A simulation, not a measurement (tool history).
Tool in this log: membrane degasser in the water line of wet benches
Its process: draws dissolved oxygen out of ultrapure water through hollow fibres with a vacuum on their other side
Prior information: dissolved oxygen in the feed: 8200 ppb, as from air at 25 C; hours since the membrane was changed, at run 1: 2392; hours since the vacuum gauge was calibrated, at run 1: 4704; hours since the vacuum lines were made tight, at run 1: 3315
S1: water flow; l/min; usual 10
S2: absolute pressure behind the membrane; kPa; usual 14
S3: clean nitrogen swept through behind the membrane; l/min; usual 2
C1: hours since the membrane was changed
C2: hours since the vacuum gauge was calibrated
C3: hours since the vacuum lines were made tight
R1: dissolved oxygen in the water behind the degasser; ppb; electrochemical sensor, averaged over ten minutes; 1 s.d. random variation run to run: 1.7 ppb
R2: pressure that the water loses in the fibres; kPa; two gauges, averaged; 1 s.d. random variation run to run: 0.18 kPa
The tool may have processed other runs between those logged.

| run | hour | S1 | S2 | S3 | C1 | C2 | C3 | R1 | R2 |
|---|---|---|---|---|---|---|---|---|---|
| 1 | 0 | 10 | 14 | 2 | 2392 | 4704 | 3315 | 177.8 | 31.39 |
| 2 | 77.4 | 10 | 14 | 2.58 | 2469 | 4781 | 3392 | 149.7 | 32.08 |
| 3 | 138.8 | 10 | 14 | 2.58 | 2531 | 4843 | 3454 | 149.8 | 31.99 |
| 4 | 212.3 | 10 | 9.2 | 2 | 2604 | 4916 | 3527 | 122.4 | 32.13 |
| 5 | 282.3 | 10 | 9.2 | 2 | 2674 | 4986 | 3597 | 120.8 | 31.96 |
| 6 | 326.5 | 10 | 9.2 | 2 | 2719 | 5030 | 3641 | 121.9 | 32.09 |
| 7 | 401.8 | 10 | 14 | 5 | 2794 | 5106 | 3717 | 98.1 | 32.36 |
| 8 | 454.5 | 10 | 14 | 1.56 | 2847 | 5158 | 3769 | 212.8 | 31.96 |
| 9 | 499.7 | 10 | 17.1 | 1.56 | 2892 | 5203 | 3815 | 254.7 | 31.84 |
| 10 | 532.6 | 10 | 17.1 | 1.56 | 2925 | 5236 | 3847 | 257.6 | 31.87 |
| 11 | 588 | 10 | 17.1 | 1.56 | 2980 | 5292 | 3903 | 257.8 | 31.84 |
| 12 | 634.6 | 10 | 21.2 | 2 | 3027 | 5338 | 3950 | 261.5 | 32.27 |
| 13 | 674.3 | 8 | 28.8 | 1.91 | 3066 | 5378 | 3989 | 283.4 | 25.73 |
| 14 | 718.8 | 10 | 24.1 | 2 | 3111 | 5423 | 4034 | 298.4 | 32.05 |
| 15 | 769.9 | 10 | 24.1 | 2 | 3162 | 5474 | 4085 | 299.9 | 32.26 |
| 16 | 840.2 | 8 | 20.2 | 5.55 | 3232 | 5544 | 4155 | 85.3 | 25.49 |
| 17 | 896.5 | 10 | 9.9 | 1.7 | 3289 | 5600 | 4211 | 145.5 | 32.25 |
| 18 | 935.2 | 10 | 14 | 3.37 | 3327 | 5639 | 4250 | 127.5 | 31.88 |
| 19 | 989.3 | 9 | 35 | 3.37 | 3381 | 5693 | 4304 | 246.4 | 29 |
| 20 | 1033.8 | 6 | 29.3 | 2 | 3426 | 5738 | 4349 | 206 | 19.33 |
| 21 | 1107.4 | 13 | 14.9 | 0.95 | 3500 | 5811 | 4422 | 458.7 | 41.98 |
| 22 | 1162.9 | 10 | 14 | 2.82 | 3555 | 5867 | 4478 | 141.9 | 32 |
| 23 | 1208 | 10 | 32 | 2 | 3600 | 5912 | 4523 | 391.7 | 32.21 |

4 ways to go on from here, each from the tool as it stands after run 23. What would each give?
| A | 1279.5 | 8 | 32 | 2 | 3672 | 5983 | 4594 | ? | ? |
| B | 1279.5 | 14 | 32 | 5.15 | 3672 | 5983 | 4594 | ? | ? |
| C | 1279.5 | 10 | 32 | 2 | 3672 | 5983 | 4594 | ? | ? |
| D | 1279.5 | 6 | 9.2 | 2.65 | 3672 | 5983 | 4594 | ? | ? |

| run | R1 | R2 |
|---|---|---|
| A | 308.8 | 25.88 |
| B | 303.4 | 45.43 |
| C | 387.2 | 32.23 |
| D | 44.2 | 19.59 |
Stripped of hidden state, with their random variation kept, the same runs would have yielded:
| run | R1 | R2 |
|---|---|---|
| A | 294.9 | 25.32 |
| B | 288.2 | 44.44 |
| C | 371.4 | 31.53 |
| D | 40 | 19.17 |
